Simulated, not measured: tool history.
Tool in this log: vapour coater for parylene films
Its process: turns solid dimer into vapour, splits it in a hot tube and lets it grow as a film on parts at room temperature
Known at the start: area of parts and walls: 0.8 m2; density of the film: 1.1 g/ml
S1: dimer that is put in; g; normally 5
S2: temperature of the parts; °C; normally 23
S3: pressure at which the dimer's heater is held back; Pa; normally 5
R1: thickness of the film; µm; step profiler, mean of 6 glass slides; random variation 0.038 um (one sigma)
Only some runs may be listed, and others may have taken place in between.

run	hour	S1	S2	S3	R1
1	0	5	23	5	4.08
2	49.7	5	23	5	4.11
3	87.7	5	23	5	4.09
4	116.6	5	23	5	4.07
# hour 155.7: trap's valve overhauled
5	169.3	5	23	5	4.12
6	193.7	5	23	5	4.08
7	220.7	5	23	5	4.08
8	247.6	4	32	3.15	2.86
9	291.6	4	24	3.15	3.33
10	327.7	3	17	2.09	2.87
11	376.1	7	21	6.91	5.83
12	406.2	3	28	7.14	2.23
13	443	5	23	2.4	4.28
14	495.2	4	28	4.33	3.02

Below are 5 alternative next runs, each starting from the tool's condition after run 14. Predict each:
# hour 518.1: trap's valve overhauled
A	525.2	4	21	2.29	?
# hour 518.1: trap's valve overhauled
B	525.2	6	28	4.33	?
# hour 518.1: trap's valve overhauled
C	525.2	5	23	5.63	?
# hour 518.1: trap's valve overhauled
D	525.2	3	26	5	?
# hour 518.1: trap's valve overhauled
E	525.2	4	30	2.99	?

run	R1
A	3.53
B	4.6
C	4.04
D	2.35
E	2.97
Without the tool's unlogged condition, the same runs would have read:
run	R1
A	3.53
B	4.6
C	4.04
D	2.35
E	2.97
